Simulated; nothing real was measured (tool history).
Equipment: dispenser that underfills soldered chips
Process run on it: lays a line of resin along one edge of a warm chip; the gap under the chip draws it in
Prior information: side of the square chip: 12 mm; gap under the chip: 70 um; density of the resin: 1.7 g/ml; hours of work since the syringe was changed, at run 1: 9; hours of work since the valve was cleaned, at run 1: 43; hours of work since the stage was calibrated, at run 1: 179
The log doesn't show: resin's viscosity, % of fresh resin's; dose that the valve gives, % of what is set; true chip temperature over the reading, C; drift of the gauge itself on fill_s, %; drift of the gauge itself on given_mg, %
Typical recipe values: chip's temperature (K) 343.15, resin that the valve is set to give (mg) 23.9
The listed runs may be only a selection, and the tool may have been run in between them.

run,hour,chip's temperature (K),resin that the valve is set to give (mg),hours of work since the syringe was changed,hours of work since the valve was cleaned,hours of work since the stage was calibrated,time until the resin shows at the far edge (s),resin that the valve gave (mg)
1,0.0,343.15,23.9,9,43,179,196.5,23.18
# hour 1.4: new syringe of resin
2,4.4,343.15,23.9,2,45,182,150.2,22.91
3,10.0,345.15,23.9,6,49,186,155.5,22.76
# hour 16.0: new syringe of resin
4,16.0,345.15,23.9,0,53,190,126.3,22.73
5,23.5,343.15,23.9,5,58,195,167.0,22.72
6,26.6,343.15,23.9,7,60,197,184.1,22.55
# hour 30.5: new syringe of resin
7,30.8,343.15,23.9,0,63,200,137.8,22.52
8,34.7,343.15,23.9,3,66,203,157.1,22.48
9,38.9,343.15,23.9,6,69,205,173.5,22.52
# hour 44.9: new syringe of resin
10,46.4,343.15,23.9,1,74,210,144.8,22.29
11,50.0,343.15,23.9,3,76,213,158.3,22.24
12,55.6,343.15,23.9,7,80,217,182.0,22.16
# hour 59.5: new syringe of resin
13,63.3,343.15,23.9,3,85,222,154.4,22.17
14,70.7,343.15,23.8,8,90,227,187.0,21.90
# hour 74.0: new syringe of resin
15,77.6,339.15,29.0,3,95,232,180.1,26.56
16,84.5,339.15,29.0,7,99,236,215.0,26.25
# hour 88.5: new syringe of resin
17,89.8,349.15,26.8,1,103,240,106.9,24.43
18,94.7,351.15,24.4,4,106,243,111.7,21.98
19,99.1,355.15,21.4,7,109,246,110.3,19.16
# hour 102.9: new syringe of resin
20,103.2,355.15,21.4,0,112,249,82.0,19.07
21,106.4,355.15,21.4,2,114,251,88.2,19.03
22,111.2,354.15,27.8,6,117,254,98.9,24.83
23,115.3,354.15,27.8,9,120,257,107.1,24.65

Below are 5 alternative next runs, each starting from the tool's condition after run 23. Predict each:
# hour 117.3: new syringe of resin
A,119.5,358.15,22.5,2,123,260,?,?
# hour 117.3: new syringe of resin
B,119.5,344.15,23.9,2,123,260,?,?
# hour 117.3: new syringe of resin
C,119.5,336.15,27.1,2,123,260,?,?
# hour 117.3: new syringe of resin
D,119.5,333.15,25.9,2,123,260,?,?
# hour 117.3: new syringe of resin
E,119.5,354.15,26.5,2,123,260,?,?

run,time until the resin shows at the far edge (s),resin that the valve gave (mg)
A,74.1,19.93
B,139.6,20.97
C,207.6,23.87
D,243.4,22.81
E,82.7,23.48
The same runs, with their run-to-run variation unchanged, on a tool lacking any hidden condition would have given:
run,time until the resin shows at the far edge (s),resin that the valve gave (mg)
A,71.3,22.53
B,136.2,23.72
C,206.2,27.01
D,241.0,25.80
E,81.4,26.55

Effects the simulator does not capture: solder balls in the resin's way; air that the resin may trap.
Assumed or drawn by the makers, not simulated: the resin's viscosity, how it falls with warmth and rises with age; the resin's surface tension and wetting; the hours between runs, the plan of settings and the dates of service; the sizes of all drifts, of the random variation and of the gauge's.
